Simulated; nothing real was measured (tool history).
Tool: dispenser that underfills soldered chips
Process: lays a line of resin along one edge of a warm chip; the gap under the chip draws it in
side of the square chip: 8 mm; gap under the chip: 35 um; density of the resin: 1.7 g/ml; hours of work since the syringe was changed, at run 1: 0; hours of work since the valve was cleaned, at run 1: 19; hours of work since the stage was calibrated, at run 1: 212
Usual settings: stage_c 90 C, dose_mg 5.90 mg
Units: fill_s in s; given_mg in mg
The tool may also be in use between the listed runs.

run	day	stage_c	dose_mg	hours of work since the syringe was changed	hours of work since the valve was cleaned	hours of work since the stage was calibrated	fill_s	given_mg
1	0.000	90	5.90	0	19	212	56.9	5.83
2	0.425	90	5.90	6	25	218	98.4	5.84
# day 0.754: new syringe of resin
3	0.850	90	5.44	1	31	224	66.6	5.36
4	1.162	90	5.44	6	36	229	99.6	5.34
5	1.421	90	5.44	10	40	233	138.8	5.34
# day 1.504: new syringe of resin
6	1.771	90	5.90	4	45	238	80.3	5.77
# day 1.950: dispensing valve cleaned and set on the balance
7	2.058	90	5.90	8	2	241	108.5	5.89
# day 2.288: new syringe of resin
8	2.496	90	5.90	3	8	248	72.6	5.88
9	2.862	90	5.90	8	13	253	116.8	5.86
# day 3.021: new syringe of resin
10	3.279	90	5.90	4	19	259	78.6	5.84
11	3.496	90	5.90	7	22	262	103.2	5.83
# day 3.750: new syringe of resin
12	3.775	90	5.90	0	26	266	56.9	5.81
13	3.992	90	5.90	4	30	269	76.9	5.80
14	4.254	90	5.90	7	33	273	107.7	5.81
# day 4.488: new syringe of resin
15	4.683	90	5.90	3	40	279	72.6	5.79
16	4.900	99	7.31	6	43	283	67.7	7.15
# day 5.208: dispensing valve cleaned and set on the balance
# day 5.279: new syringe of resin
17	5.392	82	5.74	2	3	289	89.9	5.72
18	5.750	82	5.74	7	8	294	144.6	5.70
# day 6.038: new syringe of resin
19	6.067	80	5.10	0	12	299	91.6	5.06
20	6.429	102	7.08	6	18	304	56.7	6.99
21	6.700	102	7.08	10	22	308	81.5	6.97
# day 6.792: new syringe of resin
22	7.158	102	7.08	5	28	315	54.2	6.95
23	7.417	102	7.08	9	32	319	74.3	6.93
# day 7.550: new syringe of resin
24	7.858	102	7.08	5	38	325	50.8	6.94
25	8.062	102	7.08	8	41	328	65.8	6.89
# day 8.267: stage's temperature calibrated
# day 8.321: new syringe of resin
# day 8.508: dispensing valve cleaned and set on the balance
26	8.542	102	7.08	3	0	3	46.0	7.08
27	8.979	90	5.21	9	7	10	132.6	5.19

3 ways to go on from here, each from the tool as it stands after run 27. What would each give?
# day 9.104: new syringe of resin
A	9.379	89	5.53	4	13	15	?	?
# day 9.104: new syringe of resin
B	9.379	99	7.00	4	13	15	?	?
# day 9.104: new syringe of resin
C	9.379	99	6.99	4	13	15	?	?

run	fill_s	given_mg
A	85.3	5.50
B	55.6	6.95
C	56.4	6.93
Without the tool's hidden state the same runs would have given:
run	fill_s	given_mg
A	60.3	5.54
B	39.3	7.00
C	39.9	6.98
